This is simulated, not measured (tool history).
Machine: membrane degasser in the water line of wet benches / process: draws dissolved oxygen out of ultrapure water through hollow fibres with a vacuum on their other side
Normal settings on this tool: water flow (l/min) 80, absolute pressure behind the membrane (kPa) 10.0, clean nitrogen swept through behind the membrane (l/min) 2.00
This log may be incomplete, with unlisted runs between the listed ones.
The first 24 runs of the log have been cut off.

run	hour	water flow (l/min)	absolute pressure behind the membrane (kPa)	clean nitrogen swept through behind the membrane (l/min)	hours since the membrane was changed	hours since the vacuum gauge was calibrated	hours since the vacuum lines were made tight	dissolved oxygen in the water behind the degasser (ppb)	pressure that the water loses in the fibres (kPa)
25	2461.1	80	15.7	1.44	4501	420	2961	1164.5	28.90
26	2564.3	80	15.7	1.44	4604	523	3064	1168.1	28.87
27	2680.5	55	6.5	1.95	4720	639	3180	202.3	19.87
28	2814.6	55	6.5	1.95	4854	773	3314	201.9	19.91
29	2948.1	48	6.5	1.36	4988	907	3448	240.1	17.44
30	3049.2	48	6.5	1.36	5089	1008	3549	240.8	17.30
31	3172.8	93	6.5	1.50	5213	1132	3672	387.1	33.81
32	3245.4	93	6.5	3.56	5285	1204	3745	212.3	33.68

What if the next run were any one of these 3? Each begins from the tool's condition after run 32:
A	3334.7	55	15.6	1.24	5374	1293	3834	?	?
B	3334.7	77	17.6	1.14	5374	1293	3834	?	?
C	3334.7	64	8.4	2.00	5374	1293	3834	?	?

run	dissolved oxygen in the water behind the degasser (ppb)	pressure that the water loses in the fibres (kPa)
A	986.0	19.94
B	1502.1	27.80
C	349.6	23.17
The same runs, with their run-to-run variation unchanged, on a tool lacking any hidden condition would have given:
run	dissolved oxygen in the water behind the degasser (ppb)	pressure that the water loses in the fibres (kPa)
A	980.2	19.38
B	1497.4	27.01
C	343.5	22.51
